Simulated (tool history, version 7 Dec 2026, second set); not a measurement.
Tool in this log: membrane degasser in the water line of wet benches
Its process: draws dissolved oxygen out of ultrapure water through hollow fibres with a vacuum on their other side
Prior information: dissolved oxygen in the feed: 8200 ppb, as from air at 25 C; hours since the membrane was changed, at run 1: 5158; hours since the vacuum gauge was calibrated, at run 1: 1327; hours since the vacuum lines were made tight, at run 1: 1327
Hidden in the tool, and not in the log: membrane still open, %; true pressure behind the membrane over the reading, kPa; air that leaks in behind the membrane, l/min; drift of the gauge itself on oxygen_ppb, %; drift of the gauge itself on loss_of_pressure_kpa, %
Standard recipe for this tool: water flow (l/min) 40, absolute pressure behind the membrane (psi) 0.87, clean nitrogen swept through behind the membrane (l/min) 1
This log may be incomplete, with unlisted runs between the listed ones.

| run | hour | water flow (l/min) | absolute pressure behind the membrane (psi) | clean nitrogen swept through behind the membrane (l/min) | hours since the membrane was changed | hours since the vacuum gauge was calibrated | hours since the vacuum lines were made tight | dissolved oxygen in the water behind the degasser (ppb) | pressure that the water loses in the fibres (psi) |
|---|---|---|---|---|---|---|---|---|---|
| 1 | 0 | 40 | 0.87 | 1 | 5158 | 1327 | 1327 | 219.8 | 8.07 |
| 2 | 85.2 | 40 | 0.87 | 1 | 5243 | 1412 | 1412 | 218.6 | 8.047 |
| 3 | 231.6 | 40 | 0.87 | 1 | 5389 | 1559 | 1559 | 221.9 | 8.076 |
| 4 | 329.2 | 40 | 0.999 | 1 | 5487 | 1656 | 1656 | 287.5 | 7.996 |
| 5 | 399.8 | 40 | 0.87 | 1 | 5557 | 1727 | 1727 | 219.5 | 8.035 |
| 6 | 529.8 | 40 | 0.87 | 1 | 5687 | 1857 | 1857 | 218.9 | 8.018 |
| 7 | 643.4 | 40 | 0.87 | 1 | 5801 | 1970 | 1970 | 222.2 | 8.041 |
| 8 | 747.9 | 40 | 0.87 | 2.13 | 5906 | 2075 | 2075 | 118.5 | 8.076 |
| 9 | 913 | 40 | 0.92 | 1 | 6071 | 2240 | 2240 | 246.7 | 8.07 |
| 10 | 1018.2 | 40 | 0.87 | 1 | 6176 | 2345 | 2345 | 220.1 | 8.064 |
| 11 | 1182.1 | 40 | 0.87 | 1 | 6340 | 2509 | 2509 | 226.3 | 8.021 |
| 12 | 1317.6 | 40 | 0.87 | 1 | 6475 | 2645 | 2645 | 220.5 | 8.034 |
| 13 | 1385.2 | 40 | 0.87 | 1 | 6543 | 2712 | 2712 | 222.4 | 8.068 |
| 14 | 1547.4 | 40 | 0.87 | 1 | 6705 | 2874 | 2874 | 222.3 | 8.06 |
| 15 | 1645.6 | 31 | 1.352 | 1 | 6803 | 2973 | 2973 | 377.8 | 6.221 |
| 16 | 1779.5 | 42 | 1.52 | 1 | 6937 | 3107 | 3107 | 566.2 | 8.492 |
| 17 | 1865.2 | 49 | 0.798 | 1 | 7023 | 3192 | 3192 | 217.6 | 9.805 |
| 18 | 1968.6 | 36 | 0.87 | 1 | 7126 | 3296 | 3296 | 203.8 | 7.282 |
| 19 | 2068.7 | 26 | 1.8 | 0.49 | 7226 | 3396 | 3396 | 847.7 | 5.252 |
| 20 | 2181 | 26 | 0.819 | 1.67 | 7339 | 3508 | 3508 | 87.9 | 5.252 |
| 21 | 2296 | 34 | 1.442 | 2.19 | 7454 | 3623 | 3623 | 233.2 | 6.875 |
| 22 | 2442.1 | 43 | 0.766 | 1.99 | 7600 | 3769 | 3769 | 100.3 | 8.618 |
| 23 | 2516.4 | 35 | 0.766 | 2.87 | 7674 | 3843 | 3843 | 60.3 | 7.002 |
| 24 | 2613.9 | 35 | 0.766 | 2.87 | 7772 | 3941 | 3941 | 60.8 | 7.026 |
| 25 | 2681.4 | 35 | 0.766 | 2.87 | 7839 | 4008 | 4008 | 60.9 | 7.043 |
| 26 | 2752 | 39 | 0.87 | 1 | 7910 | 4079 | 4079 | 217.8 | 7.886 |
| 27 | 2879.3 | 46 | 1.379 | 0.45 | 8037 | 4206 | 4206 | 909.4 | 9.29 |
|  | 2963.5 | vacuum gauge calibrated |
| 28 | 2980.3 | 46 | 1.379 | 0.45 | 8137 | 17 | 4307 | 925.7 | 9.301 |

Entry by entry between the runs, the difference in hidden state between the last listed run before and the first listed run after:
Run 27 -> run 28: vacuum gauge calibrated (hour 2963.5)
  nothing in the hidden state changes from one run to the other

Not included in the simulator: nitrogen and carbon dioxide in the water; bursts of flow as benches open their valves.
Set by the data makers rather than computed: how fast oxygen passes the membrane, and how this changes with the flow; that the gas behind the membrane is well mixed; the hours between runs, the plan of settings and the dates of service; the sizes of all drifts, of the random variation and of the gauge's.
